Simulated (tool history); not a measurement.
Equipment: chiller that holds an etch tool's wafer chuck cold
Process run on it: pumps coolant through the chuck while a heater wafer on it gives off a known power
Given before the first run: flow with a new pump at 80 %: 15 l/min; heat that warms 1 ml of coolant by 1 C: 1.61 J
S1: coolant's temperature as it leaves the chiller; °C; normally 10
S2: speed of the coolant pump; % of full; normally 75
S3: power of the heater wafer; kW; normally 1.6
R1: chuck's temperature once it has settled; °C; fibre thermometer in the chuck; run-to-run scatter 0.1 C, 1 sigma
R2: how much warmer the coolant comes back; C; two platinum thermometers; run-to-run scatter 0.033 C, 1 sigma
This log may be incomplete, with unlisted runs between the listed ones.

run    hour  S1  S2     S3    R1    R2
  1       0  10  75    1.6  20.9  4.37
  2    73.1   0  75    1.6  10.9  4.41
  3   204.1   0  75    1.6  10.9  4.42
  4   308.8   0  75    1.6  10.8  4.48
  5   402.3  10  85    1.6  20.2  3.95
  6   476.9  10  85    1.6  20.1  3.93
  7   573.9  10  85    1.6  20.1  3.95
  8   719.6  10  85    1.6  20.2   3.9
  9   832.5  10  85    1.6  20.2  3.98
 10   974.6  10  85    1.6  20.3  3.91
       1070  -- chiller's thermometer calibrated
 11  1099.7   6  75    1.6  17.1  4.49
 12  1231.4   6  75    1.6    17  4.47
 13  1307.1   6  75    1.6  17.1  4.42
 14  1407.7   6  75    1.6  17.3  4.49
 15  1492.5   6  75    1.6  17.1   4.5
 16    1584  16  75    1.6    27  4.42
 17  1715.5  10  75  1.489  20.2  4.18
 18  1819.8   1  75  0.813   6.7  2.31
 19  1905.3   1  75  0.813   6.7  2.34
 20  2018.4   1  75  0.813   6.7  2.26
 21  2138.7   9  62  1.175  18.2     4
 22    2206   9  62  1.175  18.4  4.02
 23  2355.2  10  75  1.011  17.2  2.83
 24  2499.6   9  62      2  25.2  6.74
 25  2584.2   9  62      2    25   6.8
     2620.8  -- coolant changed, channels flushed
 26  2667.2   0  75   0.91     6  2.52
 27  2762.8  18  67  1.923  31.6  6.14
 28  2848.7  18  67  1.923  31.4  6.07
 29  2960.7  10  92  1.211  16.8  2.89
 30  3107.5   6  98  1.236  12.8  2.72
 31  3239.6   6  98  1.236  12.9  2.75
 32  3360.7   6  98  1.236  12.7  2.72
 33  3449.1   6  98  1.236  12.7  2.77

Consider 3 possible next runs. They are alternatives, not a sequence: every one starts from the tool as it was left by run 33. What does each give?
  A  3565.7   8  69  1.236   ?   ?
  B  3565.7  10  65    1.6   ?   ?
  C  3565.7  12  98  1.236   ?   ?

run    R1    R2
  A  16.7  3.87
  B  21.7   5.3
  C    19  2.75
The same runs, with their run-to-run variation unchanged, on a tool lacking any hidden condition would have given:
run    R1    R2
  A  16.1  3.58
  B  20.9  4.91
  C  18.5  2.54
